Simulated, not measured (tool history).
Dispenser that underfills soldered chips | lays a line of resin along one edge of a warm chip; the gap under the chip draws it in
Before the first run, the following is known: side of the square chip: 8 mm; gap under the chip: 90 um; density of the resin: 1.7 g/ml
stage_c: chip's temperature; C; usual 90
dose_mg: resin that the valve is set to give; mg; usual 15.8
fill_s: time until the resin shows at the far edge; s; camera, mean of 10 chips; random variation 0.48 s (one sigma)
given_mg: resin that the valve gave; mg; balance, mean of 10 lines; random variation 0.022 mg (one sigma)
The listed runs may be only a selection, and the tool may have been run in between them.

| run | hour | stage_c | dose_mg | fill_s | given_mg |
|---|---|---|---|---|---|
| 1 | 0.0 | 90 | 15.8 | 45.7 | 15.52 |
|  | 4.3 | new syringe of resin |
|  | 5.3 | dispensing valve cleaned and set on the balance |
| 2 | 5.4 | 96 | 15.8 | 31.3 | 15.78 |
| 3 | 8.1 | 96 | 15.8 | 34.8 | 15.74 |
| 4 | 13.4 | 96 | 15.8 | 45.6 | 15.75 |
|  | 14.2 | new syringe of resin |
| 5 | 18.5 | 96 | 15.8 | 37.4 | 15.70 |
| 6 | 22.4 | 96 | 15.8 | 44.1 | 15.68 |
|  | 23.1 | new syringe of resin |
| 7 | 25.8 | 100 | 15.8 | 30.5 | 15.67 |
| 8 | 28.5 | 100 | 15.8 | 34.6 | 15.68 |
|  | 32.2 | new syringe of resin |
| 9 | 33.0 | 80 | 15.8 | 49.7 | 15.63 |
| 10 | 37.2 | 80 | 15.8 | 58.9 | 15.62 |
| 11 | 39.9 | 90 | 14.7 | 50.5 | 14.52 |
|  | 41.2 | new syringe of resin |
| 12 | 44.7 | 90 | 14.7 | 42.3 | 14.51 |
|  | 50.1 | new syringe of resin |
| 13 | 50.1 | 90 | 15.8 | 36.4 | 15.57 |
| 14 | 55.1 | 90 | 15.8 | 45.2 | 15.50 |
| 15 | 57.8 | 90 | 20.1 | 51.2 | 19.72 |
|  | 59.1 | new syringe of resin |
| 16 | 61.6 | 90 | 20.1 | 40.2 | 19.70 |
| 17 | 64.7 | 76 | 16.2 | 69.4 | 15.85 |

Run 18 comes next. What will it give?
|  | 68.0 | new syringe of resin |
| 18 | 69.2 | 100 | 16.2 | ? | ? |

{"run 18": {"fill_s": 28.8, "given_mg": 15.83}}
The same run, on a tool lacking any hidden state, would have yielded fill_s 28.0 s, given_mg 16.18 mg.
